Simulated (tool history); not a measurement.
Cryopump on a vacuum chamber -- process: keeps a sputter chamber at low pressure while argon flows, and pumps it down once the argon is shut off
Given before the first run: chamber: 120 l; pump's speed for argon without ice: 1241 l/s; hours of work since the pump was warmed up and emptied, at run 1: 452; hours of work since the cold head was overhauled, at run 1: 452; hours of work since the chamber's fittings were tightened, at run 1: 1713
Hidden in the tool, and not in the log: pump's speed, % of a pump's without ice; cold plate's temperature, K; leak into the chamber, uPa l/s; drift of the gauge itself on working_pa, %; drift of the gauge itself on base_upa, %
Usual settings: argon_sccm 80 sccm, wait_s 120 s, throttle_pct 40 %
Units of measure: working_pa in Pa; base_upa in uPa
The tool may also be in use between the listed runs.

| run | hour | argon_sccm | wait_s | throttle_pct | hours of work since the pump was warmed up and emptied | hours of work since the cold head was overhauled | hours of work since the chamber's fittings were tightened | working_pa | base_upa |
|---|---|---|---|---|---|---|---|---|---|
| 1 | 0 | 80 | 120 | 40 | 452 | 452 | 1713 | 0.2943 | 2.5 |
| 2 | 20.9 | 80 | 120 | 40 | 466 | 466 | 1727 | 0.2948 | 2.56 |
| 3 | 49.6 | 80 | 120 | 40 | 485 | 485 | 1747 | 0.2979 | 2.57 |
| 4 | 84 | 80 | 120 | 40 | 509 | 509 | 1770 | 0.2971 | 2.75 |
| 5 | 107.7 | 80 | 120 | 40 | 525 | 525 | 1787 | 0.3015 | 2.71 |
| 6 | 142.3 | 80 | 120 | 40 | 549 | 549 | 1810 | 0.3003 | 2.74 |
| 7 | 161.4 | 66 | 149 | 26 | 562 | 562 | 1823 | 0.3694 | 2.81 |
| 8 | 186.6 | 141 | 149 | 25 | 579 | 579 | 1840 | 0.822 | 2.83 |
| 9 | 202.4 | 116 | 158 | 45 | 590 | 590 | 1851 | 0.3927 | 2.73 |
| 10 | 230.4 | 81 | 31 | 24 | 609 | 609 | 1870 | 0.4918 | 3.49 |
| 11 | 260.1 | 82 | 201 | 24 | 629 | 629 | 1891 | 0.4986 | 2.92 |

Each row is a separate what-if for the run after 11, all from the same tool condition, not one after another. Results?
| A | 292.4 | 61 | 109 | 57 | 651 | 651 | 1913 | ? | ? |
| B | 292.4 | 119 | 201 | 53 | 651 | 651 | 1913 | ? | ? |
| C | 292.4 | 82 | 201 | 29 | 651 | 651 | 1913 | ? | ? |

| run | working_pa | base_upa |
|---|---|---|
| A | 0.172 | 3.08 |
| B | 0.3562 | 2.97 |
| C | 0.4198 | 3 |
With the hidden condition removed and each run's random variation left untouched, the same runs would have given:
| run | working_pa | base_upa |
|---|---|---|
| A | 0.1449 | 0.5 |
| B | 0.3037 | 0.37 |
| C | 0.3834 | 0.41 |
